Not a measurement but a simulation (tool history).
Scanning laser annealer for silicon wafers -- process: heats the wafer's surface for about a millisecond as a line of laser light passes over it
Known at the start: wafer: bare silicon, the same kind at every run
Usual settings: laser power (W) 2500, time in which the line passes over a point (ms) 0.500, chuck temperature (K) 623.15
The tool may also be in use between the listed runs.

run	day	laser power (W)	time in which the line passes over a point (ms)	chuck temperature (K)	highest temperature of the surface (K)
1	0.000	2500	0.500	623.15	1359.15
2	1.712	2500	0.500	623.15	1357.15
# day 2.275: window over the wafer cleaned
3	3.421	2500	0.500	602.15	1379.15
4	5.004	2500	0.500	623.15	1397.15
5	7.617	2500	0.500	649.15	1418.15
6	9.717	2500	0.558	623.15	1435.15
7	11.550	2500	0.558	623.15	1437.15
8	12.900	2500	0.472	623.15	1363.15
9	15.304	2500	0.472	592.15	1326.15
10	17.779	2500	0.390	592.15	1255.15
11	20.446	2500	0.390	592.15	1247.15
12	23.221	2500	0.390	592.15	1246.15
13	24.625	2517	0.390	592.15	1249.15
14	27.150	2517	0.390	592.15	1248.15
15	29.596	2302	0.544	616.15	1315.15
16	32.338	2518	0.536	618.15	1386.15
17	33.725	2500	0.606	616.15	1428.15
# day 34.858: window over the wafer cleaned
18	35.754	2500	0.606	616.15	1476.15
19	37.283	2500	0.606	616.15	1467.15
20	39.925	2534	0.413	656.15	1359.15
21	41.425	2305	0.435	609.15	1249.15
22	43.333	2305	0.435	609.15	1250.15
23	45.596	2748	0.445	609.15	1410.15
24	48.008	2589	0.535	609.15	1427.15
25	49.779	2142	0.535	592.15	1242.15
26	51.079	2574	0.517	601.15	1395.15
27	53.354	2574	0.517	601.15	1391.15

How would selected steps in highest temperature of the surface (K) from run to run divide? Give the signed amount a tool lacking its hidden state would still show from settings, what came in and random variation, and the signed amount left for the hidden state, including any gauge scatter that is not in both of the compared results.
What the log doesn't record here: light that passes the window, % of a clean one's; laser's true power over the reading, %; width of the line over the set one, %; drift of the gauge itself on peak_c, C.
Run 2 -> 3: chuck temperature (K) 623.15 -> 602.15, window over the wafer cleaned. highest temperature of the surface (K) +22.00: hidden state +48.00, all else -26.00.
Run 17 -> 18: window over the wafer cleaned. highest temperature of the surface (K) +48.00: hidden state +46.00, all else +2.00.
Run 22 -> 23: laser power (W) 2305 -> 2748, time in which the line passes over a point (ms) 0.435 -> 0.445. highest temperature of the surface (K) +160.00: hidden state -6.00, all else +166.00.
Run 24 -> 25: laser power (W) 2589 -> 2142, chuck temperature (K) 609.15 -> 592.15. highest temperature of the surface (K) -185.00: hidden state +5.00, all else -190.00.

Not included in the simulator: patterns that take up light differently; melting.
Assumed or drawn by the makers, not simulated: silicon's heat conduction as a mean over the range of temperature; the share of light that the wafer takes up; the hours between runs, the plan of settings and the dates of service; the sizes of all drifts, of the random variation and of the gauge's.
